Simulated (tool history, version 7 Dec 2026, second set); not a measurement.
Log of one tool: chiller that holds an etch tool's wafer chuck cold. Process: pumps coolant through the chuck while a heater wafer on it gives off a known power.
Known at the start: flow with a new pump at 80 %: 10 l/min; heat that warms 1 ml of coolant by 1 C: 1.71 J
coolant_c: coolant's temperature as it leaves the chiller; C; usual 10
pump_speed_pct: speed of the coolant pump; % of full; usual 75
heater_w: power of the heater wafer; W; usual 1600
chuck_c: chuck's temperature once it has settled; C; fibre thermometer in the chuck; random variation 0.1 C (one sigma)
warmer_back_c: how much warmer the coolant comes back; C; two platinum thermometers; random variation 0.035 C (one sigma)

{"run": 1, "hour": 0.0, "coolant_c": 10, "pump_speed_pct": 75, "heater_w": 1600, "chuck_c": 24.0, "warmer_back_c": 6.97}
{"run": 2, "hour": 148.2, "coolant_c": 10, "pump_speed_pct": 75, "heater_w": 1600, "chuck_c": 24.3, "warmer_back_c": 6.98}
{"run": 3, "hour": 240.1, "coolant_c": 10, "pump_speed_pct": 75, "heater_w": 1600, "chuck_c": 24.2, "warmer_back_c": 7.01}
{"run": 4, "hour": 395.4, "coolant_c": 10, "pump_speed_pct": 75, "heater_w": 1600, "chuck_c": 24.4, "warmer_back_c": 7.14}
{"hour": 446.2, "done": "chiller's thermometer calibrated"}
{"run": 5, "hour": 465.8, "coolant_c": 10, "pump_speed_pct": 75, "heater_w": 1600, "chuck_c": 25.3, "warmer_back_c": 7.1}
{"run": 6, "hour": 531.1, "coolant_c": 14, "pump_speed_pct": 75, "heater_w": 1600, "chuck_c": 29.2, "warmer_back_c": 7.16}
{"run": 7, "hour": 686.8, "coolant_c": 13, "pump_speed_pct": 62, "heater_w": 818, "chuck_c": 22.3, "warmer_back_c": 4.49}
{"run": 8, "hour": 841.9, "coolant_c": 10, "pump_speed_pct": 82, "heater_w": 1373, "chuck_c": 22.5, "warmer_back_c": 5.69}
{"run": 9, "hour": 954.5, "coolant_c": 15, "pump_speed_pct": 75, "heater_w": 1719, "chuck_c": 32.0, "warmer_back_c": 7.8}
{"run": 10, "hour": 1093.5, "coolant_c": 15, "pump_speed_pct": 75, "heater_w": 1719, "chuck_c": 32.2, "warmer_back_c": 7.83}
{"hour": 1151.5, "done": "coolant changed, channels flushed"}
{"run": 11, "hour": 1229.2, "coolant_c": 15, "pump_speed_pct": 80, "heater_w": 2224, "chuck_c": 33.5, "warmer_back_c": 9.59}
{"run": 12, "hour": 1350.1, "coolant_c": 10, "pump_speed_pct": 75, "heater_w": 1105, "chuck_c": 19.6, "warmer_back_c": 5.15}

Forecast each of these 5 alternatives for the next run:
{"run": "A", "hour": 1447.9, "coolant_c": 4, "pump_speed_pct": 89, "heater_w": 1600, "chuck_c": "?", "warmer_back_c": "?"}
{"run": "B", "hour": 1447.9, "coolant_c": 12, "pump_speed_pct": 80, "heater_w": 1105, "chuck_c": "?", "warmer_back_c": "?"}
{"run": "C", "hour": 1447.9, "coolant_c": 19, "pump_speed_pct": 99, "heater_w": 1600, "chuck_c": "?", "warmer_back_c": "?"}
{"run": "D", "hour": 1447.9, "coolant_c": 18, "pump_speed_pct": 75, "heater_w": 1466, "chuck_c": "?", "warmer_back_c": "?"}
{"run": "E", "hour": 1447.9, "coolant_c": 10, "pump_speed_pct": 75, "heater_w": 2177, "chuck_c": "?", "warmer_back_c": "?"}

run=A chuck_c=16.3 warmer_back_c=6.22
run=B chuck_c=21.3 warmer_back_c=4.80
run=C chuck_c=30.2 warmer_back_c=5.67
run=D chuck_c=30.9 warmer_back_c=6.86
run=E chuck_c=29.5 warmer_back_c=10.12
Without the tool's hidden state the same runs would have given:
run=A chuck_c=14.4 warmer_back_c=5.02
run=B chuck_c=20.0 warmer_back_c=3.87
run=C chuck_c=28.5 warmer_back_c=4.60
run=D chuck_c=28.9 warmer_back_c=5.54
run=E chuck_c=26.4 warmer_back_c=8.16
